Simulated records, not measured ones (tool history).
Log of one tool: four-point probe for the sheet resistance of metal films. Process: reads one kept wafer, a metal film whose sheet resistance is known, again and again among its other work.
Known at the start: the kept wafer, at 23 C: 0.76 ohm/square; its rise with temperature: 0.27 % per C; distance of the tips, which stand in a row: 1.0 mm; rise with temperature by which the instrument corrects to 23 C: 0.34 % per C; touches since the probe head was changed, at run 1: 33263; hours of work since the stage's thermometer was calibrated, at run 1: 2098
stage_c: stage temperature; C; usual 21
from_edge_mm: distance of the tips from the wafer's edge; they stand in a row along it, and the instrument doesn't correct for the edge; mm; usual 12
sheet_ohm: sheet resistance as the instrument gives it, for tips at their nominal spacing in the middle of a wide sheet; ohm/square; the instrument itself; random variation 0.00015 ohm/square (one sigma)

run	hour	stage_c	from_edge_mm	touches since the probe head was changed	hours of work since the stage's thermometer was calibrated	sheet_ohm
1	0	21	12	33263	2098	0.763671
2	40.1	21	12	33879	2120	0.763868
3	79.2	21	12	34478	2142	0.763858
4	142.1	21	12	35444	2176	0.764082
5	181.3	21	12	36045	2198	0.763673
6	264.6	21	12	37321	2244	0.763658
7	318.7	21	12	38152	2274	0.763975
8	390.3	21	12	39249	2314	0.763664
9	427.5	21	12	39820	2334	0.763888
10	480.9	18	12	40639	2364	0.765207
11	555.1	18	12	41777	2405	0.765517
12	595	18	12	42390	2427	0.765223
# hour 626.3: stage's thermometer calibrated
13	633.7	18	12	42976	4	0.765622
14	711.6	21	12	44171	47	0.764027
15	787.6	21	12	45335	89	0.763668
16	823.6	21	12	45889	109	0.763788
17	904.9	21	12	47136	154	0.763868
18	941.6	21	12	47698	174	0.763869
19	1016	21	12	48839	215	0.764011

The next listed run, before its measurement:
20	1086.9	21	12	49927	255	?

Run 20 gave sheet_ohm 0.763723 ohm/square.
Without the tool's hidden state the same run would have given sheet_ohm 0.763819 ohm/square.
